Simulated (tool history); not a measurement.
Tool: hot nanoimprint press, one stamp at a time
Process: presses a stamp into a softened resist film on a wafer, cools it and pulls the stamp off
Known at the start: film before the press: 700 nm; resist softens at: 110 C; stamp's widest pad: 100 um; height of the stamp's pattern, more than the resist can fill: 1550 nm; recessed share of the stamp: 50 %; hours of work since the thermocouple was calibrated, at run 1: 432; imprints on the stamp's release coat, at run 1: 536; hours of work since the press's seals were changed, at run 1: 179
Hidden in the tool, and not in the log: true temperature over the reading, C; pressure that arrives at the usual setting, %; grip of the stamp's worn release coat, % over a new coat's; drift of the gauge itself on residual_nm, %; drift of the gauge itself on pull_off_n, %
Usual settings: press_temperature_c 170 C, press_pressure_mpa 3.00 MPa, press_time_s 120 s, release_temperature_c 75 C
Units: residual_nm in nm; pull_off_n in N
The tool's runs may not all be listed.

run	day	press_temperature_c	press_pressure_mpa	press_time_s	release_temperature_c	hours of work since the thermocouple was calibrated	imprints on the stamp's release coat	hours of work since the press's seals were changed	residual_nm	pull_off_n
1	0.000	170	3.00	120	75	432	536	179	295.8	182
2	0.488	170	3.00	120	75	439	592	186	298.7	177
3	0.858	170	3.00	120	75	445	634	192	298.0	183
# day 1.296: plate thermocouple calibrated
4	1.317	170	3.00	120	75	0	673	197	277.1	178
5	1.738	170	3.00	120	75	7	721	203	276.8	176
6	2.017	170	3.00	120	75	11	753	207	278.5	183
7	2.350	170	3.00	120	75	16	791	212	278.0	182
8	2.725	170	3.00	167	75	21	834	218	246.3	183
9	2.954	170	3.00	167	75	25	860	221	246.8	188
10	3.250	170	2.62	116	75	29	894	225	301.6	189

Forecast run 11:
11	3.500	170	2.62	116	75	33	922	229	?	?

Run 11 gave residual_nm 302.8 nm, pull_off_n 191 N.
Without the tool's hidden state the same run would have given residual_nm 301.5 nm, pull_off_n 150 N.
